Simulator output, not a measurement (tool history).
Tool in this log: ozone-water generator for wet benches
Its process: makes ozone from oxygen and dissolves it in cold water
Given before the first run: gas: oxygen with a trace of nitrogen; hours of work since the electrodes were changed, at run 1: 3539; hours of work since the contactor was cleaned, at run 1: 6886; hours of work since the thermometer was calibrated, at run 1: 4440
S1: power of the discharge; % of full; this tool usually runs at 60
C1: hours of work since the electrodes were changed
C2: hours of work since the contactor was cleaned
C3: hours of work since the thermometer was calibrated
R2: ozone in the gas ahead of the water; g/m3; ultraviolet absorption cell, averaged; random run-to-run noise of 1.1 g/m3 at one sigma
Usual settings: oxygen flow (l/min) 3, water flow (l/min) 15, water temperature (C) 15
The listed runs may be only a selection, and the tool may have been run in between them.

run 1 hour=0 | S1=60 oxygen_flow_(l/min)=3 water_flow_(l/min)=15 water_temperature_(C)=15 | C1=3539 C2=6886 C3=4440 | dissolved_ozone_(ppm)=20.1 R2=209.2
run 2 hour=75.8 | S1=60 oxygen_flow_(l/min)=3 water_flow_(l/min)=15 water_temperature_(C)=15 | C1=3592 C2=6939 C3=4494 | dissolved_ozone_(ppm)=20.1 R2=208.2
run 3 hour=188.5 | S1=60 oxygen_flow_(l/min)=3 water_flow_(l/min)=15 water_temperature_(C)=9 | C1=3672 C2=7019 C3=4574 | dissolved_ozone_(ppm)=21.5 R2=206.6
run 4 hour=265.9 | S1=60 oxygen_flow_(l/min)=4.89 water_flow_(l/min)=15 water_temperature_(C)=15 | C1=3727 C2=7074 C3=4629 | dissolved_ozone_(ppm)=21.5 R2=165.9
run 5 hour=392.9 | S1=60 oxygen_flow_(l/min)=4.89 water_flow_(l/min)=14 water_temperature_(C)=15 | C1=3817 C2=7164 C3=4719 | dissolved_ozone_(ppm)=22.4 R2=165.2
run 6 hour=502.7 | S1=60 oxygen_flow_(l/min)=4.89 water_flow_(l/min)=14 water_temperature_(C)=15 | C1=3895 C2=7241 C3=4796 | dissolved_ozone_(ppm)=22.7 R2=163.9
run 7 hour=586.5 | S1=60 oxygen_flow_(l/min)=4.24 water_flow_(l/min)=14 water_temperature_(C)=15 | C1=3954 C2=7301 C3=4856 | dissolved_ozone_(ppm)=22.1 R2=176.2
run 8 hour=657.1 | S1=60 oxygen_flow_(l/min)=4.24 water_flow_(l/min)=14 water_temperature_(C)=15 | C1=4004 C2=7351 C3=4906 | dissolved_ozone_(ppm)=22.4 R2=178.3
run 9 hour=735.8 | S1=60 oxygen_flow_(l/min)=3 water_flow_(l/min)=15 water_temperature_(C)=15 | C1=4060 C2=7407 C3=4962 | dissolved_ozone_(ppm)=20.4 R2=207.1
run 10 hour=835.8 | S1=60 oxygen_flow_(l/min)=3 water_flow_(l/min)=15 water_temperature_(C)=15 | C1=4131 C2=7477 C3=5032 | dissolved_ozone_(ppm)=19.9 R2=207.9
run 11 hour=904.3 | S1=60 oxygen_flow_(l/min)=3 water_flow_(l/min)=15 water_temperature_(C)=15 | C1=4179 C2=7526 C3=5081 | dissolved_ozone_(ppm)=20 R2=207.7
run 12 hour=976.8 | S1=60 oxygen_flow_(l/min)=3 water_flow_(l/min)=15 water_temperature_(C)=15 | C1=4231 C2=7577 C3=5132 | dissolved_ozone_(ppm)=20.2 R2=208.8
run 13 hour=1049 | S1=60 oxygen_flow_(l/min)=3 water_flow_(l/min)=15 water_temperature_(C)=15 | C1=4282 C2=7628 C3=5183 | dissolved_ozone_(ppm)=20.1 R2=209.9
run 14 hour=1142.7 | S1=60 oxygen_flow_(l/min)=3 water_flow_(l/min)=15 water_temperature_(C)=15 | C1=4348 C2=7695 C3=5250 | dissolved_ozone_(ppm)=20.3 R2=208.6
run 15 hour=1252.9 | S1=60 oxygen_flow_(l/min)=3 water_flow_(l/min)=15 water_temperature_(C)=17 | C1=4426 C2=7773 C3=5328 | dissolved_ozone_(ppm)=19.6 R2=208.1
run 16 hour=1343.9 | S1=60 oxygen_flow_(l/min)=3 water_flow_(l/min)=15 water_temperature_(C)=17 | C1=4491 C2=7837 C3=5392 | dissolved_ozone_(ppm)=19.7 R2=208.7
run 17 hour=1418.2 | S1=43 oxygen_flow_(l/min)=1.59 water_flow_(l/min)=17 water_temperature_(C)=15 | C1=4543 C2=7890 C3=5445 | dissolved_ozone_(ppm)=11.8 R2=219.7
run 18 hour=1474.9 | S1=43 oxygen_flow_(l/min)=1.72 water_flow_(l/min)=17 water_temperature_(C)=15 | C1=4583 C2=7930 C3=5485 | dissolved_ozone_(ppm)=12.1 R2=214
run 19 hour=1600.4 | S1=60 oxygen_flow_(l/min)=3 water_flow_(l/min)=15 water_temperature_(C)=20 | C1=4672 C2=8019 C3=5574 | dissolved_ozone_(ppm)=18.9 R2=211
run 20 hour=1684.4 | S1=65 oxygen_flow_(l/min)=3 water_flow_(l/min)=15 water_temperature_(C)=20 | C1=4732 C2=8078 C3=5633 | dissolved_ozone_(ppm)=20 R2=221.4
run 21 hour=1778.6 | S1=65 oxygen_flow_(l/min)=3.69 water_flow_(l/min)=15 water_temperature_(C)=15 | C1=4798 C2=8145 C3=5700 | dissolved_ozone_(ppm)=21.9 R2=202.1
run 22 hour=1871.5 | S1=80 oxygen_flow_(l/min)=3 water_flow_(l/min)=15 water_temperature_(C)=14 | C1=4864 C2=8211 C3=5766 | dissolved_ozone_(ppm)=25.4 R2=256.7
-- hour=1944.3 water thermometer calibrated
run 23 hour=2000.9 | S1=80 oxygen_flow_(l/min)=3 water_flow_(l/min)=15 water_temperature_(C)=14 | C1=4955 C2=8302 C3=40 | dissolved_ozone_(ppm)=24.8 R2=257.2
run 24 hour=2134.6 | S1=70 oxygen_flow_(l/min)=2.93 water_flow_(l/min)=15 water_temperature_(C)=12 | C1=5050 C2=8397 C3=135 | dissolved_ozone_(ppm)=23 R2=234.7
run 25 hour=2254.4 | S1=60 oxygen_flow_(l/min)=2.47 water_flow_(l/min)=9 water_temperature_(C)=15 | C1=5135 C2=8482 C3=220 | dissolved_ozone_(ppm)=30 R2=230.8
run 26 hour=2370.8 | S1=77 oxygen_flow_(l/min)=2.47 water_flow_(l/min)=19 water_temperature_(C)=15 | C1=5217 C2=8564 C3=302 | dissolved_ozone_(ppm)=18.4 R2=275.3
run 27 hour=2453.3 | S1=46 oxygen_flow_(l/min)=2.19 water_flow_(l/min)=22 water_temperature_(C)=16 | C1=5276 C2=8623 C3=360 | dissolved_ozone_(ppm)=10.5 R2=201.1
run 28 hour=2537.2 | S1=57 oxygen_flow_(l/min)=3.23 water_flow_(l/min)=22 water_temperature_(C)=18 | C1=5335 C2=8682 C3=420 | dissolved_ozone_(ppm)=12.9 R2=195.8
run 29 hour=2638.4 | S1=57 oxygen_flow_(l/min)=3.23 water_flow_(l/min)=22 water_temperature_(C)=18 | C1=5407 C2=8754 C3=492 | dissolved_ozone_(ppm)=13.1 R2=195.1
run 30 hour=2715.4 | S1=95 oxygen_flow_(l/min)=5.03 water_flow_(l/min)=15 water_temperature_(C)=21 | C1=5461 C2=8808 C3=546 | dissolved_ozone_(ppm)=27.3 R2=230
run 31 hour=2783.6 | S1=56 oxygen_flow_(l/min)=1.69 water_flow_(l/min)=23 water_temperature_(C)=17 | C1=5510 C2=8856 C3=594 | dissolved_ozone_(ppm)=10.2 R2=259
run 32 hour=2880.2 | S1=70 oxygen_flow_(l/min)=1.69 water_flow_(l/min)=23 water_temperature_(C)=17 | C1=5578 C2=8925 C3=663 | dissolved_ozone_(ppm)=12.3 R2=308.6

What differs in the tool's unlogged condition from the final listed run ahead of each entry between runs to the first listed run following it?
Run 22 -> run 23: water thermometer calibrated (hour 1944.3)
  drift of the gauge itself on gas_g_m3, %: 1.43 -> 1.53
  measured result minus the result with no hidden state, R2: +3.3 -> +3.6 g/m3

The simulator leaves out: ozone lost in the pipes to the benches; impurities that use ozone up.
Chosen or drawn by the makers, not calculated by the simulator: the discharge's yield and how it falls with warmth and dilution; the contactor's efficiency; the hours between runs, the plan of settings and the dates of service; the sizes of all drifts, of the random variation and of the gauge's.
